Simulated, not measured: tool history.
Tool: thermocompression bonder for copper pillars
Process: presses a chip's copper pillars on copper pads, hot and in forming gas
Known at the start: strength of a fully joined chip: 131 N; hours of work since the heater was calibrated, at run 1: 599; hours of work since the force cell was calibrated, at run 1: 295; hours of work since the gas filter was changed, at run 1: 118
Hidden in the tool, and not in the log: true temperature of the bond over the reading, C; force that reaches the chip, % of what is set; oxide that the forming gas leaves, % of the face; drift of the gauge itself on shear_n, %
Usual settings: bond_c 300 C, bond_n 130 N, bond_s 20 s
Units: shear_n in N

| run | hour | bond_c | bond_n | bond_s | hours of work since the heater was calibrated | hours of work since the force cell was calibrated | hours of work since the gas filter was changed | shear_n |
|---|---|---|---|---|---|---|---|---|
| 1 | 0.0 | 300 | 130 | 20 | 599 | 295 | 118 | 80.7 |
| 2 | 7.8 | 300 | 130 | 20 | 603 | 299 | 122 | 81.4 |
| 3 | 22.4 | 300 | 130 | 20 | 610 | 307 | 129 | 81.5 |
| 4 | 37.0 | 300 | 130 | 34 | 618 | 314 | 137 | 93.4 |
| 5 | 44.7 | 300 | 130 | 34 | 622 | 318 | 141 | 94.3 |
| 6 | 61.7 | 300 | 130 | 20 | 631 | 327 | 150 | 81.5 |
| 7 | 72.2 | 300 | 130 | 20 | 636 | 332 | 155 | 80.9 |
| 8 | 88.9 | 300 | 130 | 20 | 645 | 341 | 164 | 79.9 |
| 9 | 104.5 | 300 | 130 | 20 | 653 | 349 | 172 | 80.0 |
| 10 | 118.2 | 300 | 130 | 20 | 660 | 356 | 179 | 81.1 |
| 11 | 130.9 | 300 | 130 | 20 | 666 | 363 | 185 | 81.5 |
| 12 | 147.2 | 300 | 130 | 20 | 675 | 371 | 194 | 80.9 |
| 13 | 155.4 | 300 | 130 | 20 | 679 | 375 | 198 | 80.1 |
| 14 | 168.5 | 300 | 130 | 12 | 686 | 382 | 205 | 68.2 |
|  | 181.8 | forming gas filter changed |
| 15 | 181.8 | 300 | 130 | 12 | 692 | 388 | 0 | 72.0 |
| 16 | 191.0 | 300 | 130 | 12 | 697 | 393 | 5 | 74.3 |
| 17 | 206.2 | 300 | 130 | 12 | 705 | 401 | 13 | 71.7 |
| 18 | 221.7 | 300 | 156 | 20 | 713 | 409 | 21 | 94.9 |
| 19 | 231.5 | 300 | 156 | 20 | 718 | 414 | 26 | 93.2 |
| 20 | 238.8 | 300 | 130 | 45 | 722 | 418 | 29 | 102.8 |
| 21 | 248.0 | 329 | 130 | 20 | 726 | 423 | 34 | 104.0 |
| 22 | 255.1 | 294 | 130 | 32 | 730 | 426 | 38 | 91.1 |
| 23 | 265.8 | 294 | 130 | 32 | 736 | 432 | 43 | 91.1 |
| 24 | 272.9 | 271 | 133 | 17 | 739 | 435 | 47 | 61.4 |
|  | 284.9 | heater calibrated with a thermocouple chip |
| 25 | 286.0 | 324 | 110 | 17 | 1 | 441 | 53 | 82.0 |
| 26 | 302.1 | 289 | 131 | 25 | 9 | 449 | 61 | 76.1 |
| 27 | 312.7 | 289 | 131 | 25 | 14 | 455 | 66 | 76.1 |
| 28 | 323.9 | 289 | 131 | 25 | 20 | 461 | 72 | 77.7 |
| 29 | 339.7 | 304 | 131 | 24 | 28 | 469 | 80 | 87.2 |
| 30 | 355.2 | 302 | 118 | 46 | 36 | 477 | 88 | 92.1 |
| 31 | 365.0 | 271 | 177 | 20 | 41 | 482 | 93 | 74.4 |
| 32 | 379.9 | 278 | 100 | 50 | 49 | 490 | 101 | 68.6 |
| 33 | 391.6 | 278 | 100 | 50 | 55 | 496 | 107 | 67.4 |
| 34 | 404.6 | 282 | 87 | 54 | 62 | 502 | 114 | 66.5 |
| 35 | 411.4 | 297 | 96 | 11 | 65 | 506 | 117 | 47.6 |
| 36 | 421.6 | 297 | 140 | 19 | 70 | 511 | 123 | 78.7 |
| 37 | 434.9 | 300 | 88 | 20 | 77 | 518 | 129 | 58.0 |
| 38 | 447.9 | 300 | 89 | 20 | 84 | 525 | 136 | 56.8 |
| 39 | 455.1 | 300 | 89 | 20 | 88 | 528 | 140 | 56.7 |

Some steps in shear_n between neighbouring runs. How much of each would the tool show without its hidden state too (settings, what came in, random variation), and how much is left for the hidden state, with any gauge scatter that isn't in both results?
Run 14 -> 15: forming gas filter changed. shear_n +3.8 N: hidden state +3.6, all else +0.2.
Run 17 -> 18: bond_n 130 -> 156, bond_s 12 -> 20. shear_n +23.2 N: hidden state -0.2, all else +23.4.
Run 23 -> 24: bond_c 294 -> 271, bond_n 130 -> 133, bond_s 32 -> 17. shear_n -29.7 N: hidden state +0.4, all else -30.1.
Run 24 -> 25: bond_c 271 -> 324, bond_n 133 -> 110, heater calibrated with a thermocouple chip. shear_n +20.6 N: hidden state -5.3, all else +25.9.
Run 35 -> 36: bond_n 96 -> 140, bond_s 11 -> 19. shear_n +31.1 N: hidden state -1.1, all else +32.2.

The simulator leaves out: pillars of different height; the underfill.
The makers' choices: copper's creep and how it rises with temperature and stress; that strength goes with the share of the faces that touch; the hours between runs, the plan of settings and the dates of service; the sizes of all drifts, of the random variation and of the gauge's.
